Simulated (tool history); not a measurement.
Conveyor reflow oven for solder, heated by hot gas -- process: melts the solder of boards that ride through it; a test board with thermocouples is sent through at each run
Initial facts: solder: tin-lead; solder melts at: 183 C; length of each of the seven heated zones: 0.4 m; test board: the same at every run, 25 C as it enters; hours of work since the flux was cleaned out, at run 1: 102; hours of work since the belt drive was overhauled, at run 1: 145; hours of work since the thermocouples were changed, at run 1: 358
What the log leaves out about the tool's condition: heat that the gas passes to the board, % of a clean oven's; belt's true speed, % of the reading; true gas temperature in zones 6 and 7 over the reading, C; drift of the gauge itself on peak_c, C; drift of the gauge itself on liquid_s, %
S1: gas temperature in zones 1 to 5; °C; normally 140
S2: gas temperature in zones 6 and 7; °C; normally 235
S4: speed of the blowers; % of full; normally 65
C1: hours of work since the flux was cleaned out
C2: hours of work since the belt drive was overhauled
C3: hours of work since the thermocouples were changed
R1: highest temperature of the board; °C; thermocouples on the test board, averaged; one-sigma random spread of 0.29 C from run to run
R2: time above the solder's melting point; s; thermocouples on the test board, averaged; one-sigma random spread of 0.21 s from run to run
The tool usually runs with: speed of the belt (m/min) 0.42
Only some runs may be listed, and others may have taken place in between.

{"run": 1, "hour": 0.0, "S1": 140, "S2": 235, "speed of the belt (m/min)": 0.42, "S4": 65, "C1": 102, "C2": 145, "C3": 358, "R1": 220, "R2": 90.7}
{"run": 2, "hour": 14.2, "S1": 140, "S2": 235, "speed of the belt (m/min)": 0.42, "S4": 65, "C1": 108, "C2": 152, "C3": 364, "R1": 220, "R2": 90.5}
{"run": 3, "hour": 26.0, "S1": 134, "S2": 235, "speed of the belt (m/min)": 0.42, "S4": 65, "C1": 114, "C2": 157, "C3": 369, "R1": 218.8, "R2": 86.3}
{"run": 4, "hour": 32.9, "S1": 140, "S2": 235, "speed of the belt (m/min)": 0.42, "S4": 65, "C1": 117, "C2": 160, "C3": 372, "R1": 219.7, "R2": 90.8}
{"run": 5, "hour": 41.5, "S1": 136, "S2": 235, "speed of the belt (m/min)": 0.42, "S4": 65, "C1": 120, "C2": 163, "C3": 376, "R1": 219.3, "R2": 87.8}
{"run": 6, "hour": 54.4, "S1": 154, "S2": 235, "speed of the belt (m/min)": 0.42, "S4": 65, "C1": 126, "C2": 169, "C3": 382, "R1": 221.9, "R2": 101.3}
{"run": 7, "hour": 61.8, "S1": 154, "S2": 235, "speed of the belt (m/min)": 0.42, "S4": 65, "C1": 129, "C2": 172, "C3": 385, "R1": 222.5, "R2": 101.8}
{"run": 8, "hour": 70.2, "S1": 154, "S2": 235, "speed of the belt (m/min)": 0.42, "S4": 65, "C1": 133, "C2": 176, "C3": 388, "R1": 221.6, "R2": 101}
{"run": 9, "hour": 78.8, "S1": 155, "S2": 235, "speed of the belt (m/min)": 0.42, "S4": 88, "C1": 136, "C2": 179, "C3": 392, "R1": 225.8, "R2": 105.6}
{"run": 10, "hour": 86.9, "S1": 155, "S2": 235, "speed of the belt (m/min)": 0.42, "S4": 88, "C1": 140, "C2": 183, "C3": 396, "R1": 225.2, "R2": 105.2}
{"run": 11, "hour": 97.3, "S1": 135, "S2": 235, "speed of the belt (m/min)": 0.42, "S4": 56, "C1": 144, "C2": 187, "C3": 400, "R1": 216.5, "R2": 82.9}
{"run": 12, "hour": 108.9, "S1": 140, "S2": 243, "speed of the belt (m/min)": 0.42, "S4": 65, "C1": 149, "C2": 192, "C3": 405, "R1": 226.5, "R2": 97.1}
{"run": 13, "hour": 124.3, "S1": 140, "S2": 235, "speed of the belt (m/min)": 0.42, "S4": 58, "C1": 156, "C2": 199, "C3": 412, "R1": 217.2, "R2": 87.8}
{"run": 14, "hour": 138.0, "S1": 140, "S2": 235, "speed of the belt (m/min)": 0.42, "S4": 58, "C1": 162, "C2": 205, "C3": 418, "R1": 217.6, "R2": 87.5}

Forecast each of these 3 alternatives for the next run:
{"run": "A", "hour": 148.0, "S1": 140, "S2": 245, "speed of the belt (m/min)": 0.42, "S4": 82, "C1": 166, "C2": 209, "C3": 422, "R1": "?", "R2": "?"}
{"run": "B", "hour": 148.0, "S1": 153, "S2": 235, "speed of the belt (m/min)": 0.42, "S4": 65, "C1": 166, "C2": 209, "C3": 422, "R1": "?", "R2": "?"}
{"run": "C", "hour": 148.0, "S1": 142, "S2": 241, "speed of the belt (m/min)": 0.412, "S4": 65, "C1": 166, "C2": 209, "C3": 422, "R1": "?", "R2": "?"}

run=A R1=232 R2=101.7
run=B R1=221.7 R2=100.6
run=C R1=225.4 R2=99.5
The same runs, with their run-to-run variation unchanged, on a tool lacking any hidden condition would have given:
run=A R1=234.1 R2=102.6
run=B R1=223.4 R2=101.8
run=C R1=227.3 R2=100.7
